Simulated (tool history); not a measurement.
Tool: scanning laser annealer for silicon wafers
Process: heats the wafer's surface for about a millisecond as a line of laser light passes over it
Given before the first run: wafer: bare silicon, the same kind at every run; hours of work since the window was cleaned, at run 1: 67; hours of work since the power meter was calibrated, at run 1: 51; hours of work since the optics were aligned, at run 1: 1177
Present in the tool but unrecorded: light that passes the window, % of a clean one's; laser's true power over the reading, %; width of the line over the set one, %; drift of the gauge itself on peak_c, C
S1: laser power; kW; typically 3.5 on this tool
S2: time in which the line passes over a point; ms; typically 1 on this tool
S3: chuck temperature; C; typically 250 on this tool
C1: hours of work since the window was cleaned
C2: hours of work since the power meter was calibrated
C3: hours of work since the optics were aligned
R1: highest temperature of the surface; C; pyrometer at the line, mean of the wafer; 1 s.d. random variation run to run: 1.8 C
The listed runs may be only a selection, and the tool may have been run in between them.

run,hour,S1,S2,S3,C1,C2,C3,R1
1,0,3.5,1,250,67,51,1177,1000
2,13.3,3.5,1,250,74,58,1184,997
3,31,3.5,1,250,85,69,1195,999
4,50.8,3.5,1,250,96,80,1206,997
5,65.7,3.5,1,250,105,89,1215,996
6,77.4,3.5,0.83,250,112,96,1222,928
7,89.3,3.698,1,250,118,102,1228,1056
8,109.6,3.698,1,250,130,114,1240,1051
9,118.3,3.26,1,250,135,119,1245,927
10,137.5,3.116,1,250,146,130,1256,887
11,156.3,3.116,1,250,157,141,1267,880
# hour 179.5: optics aligned, line set to its width
12,179.8,3.141,0.73,250,168,152,0,810
# hour 184.2: laser's power meter calibrated
13,199.4,3.315,0.87,279,178,9,10,935
14,209.8,3.315,0.87,279,184,15,16,937
# hour 220.9: laser's power meter calibrated, once more
15,223.2,3.315,0.87,279,190,1,22,930
16,237.3,3.315,0.87,279,198,10,30,929
17,251.9,3.424,0.86,234,206,18,38,909
18,270.9,3.424,0.86,234,217,29,49,908
19,284.5,3.424,1.02,245,225,37,57,980
20,298.8,3.424,1.02,245,233,45,66,981
21,317.5,3.812,0.73,212,244,56,76,927
22,337.1,3.812,0.73,212,256,67,88,925

Here are 3 independent what-if runs from the current tool condition. What would each one return?
A,354.7,3.643,1,250,266,78,98,?
B,354.7,3.298,1.09,212,266,78,98,?
C,354.7,3.026,0.8,275,266,78,98,?

run,R1
A,1038
B,928
C,822
Stripped of hidden state, with their random variation kept, the same runs would have yielded:
run,R1
A,1066
B,953
C,841
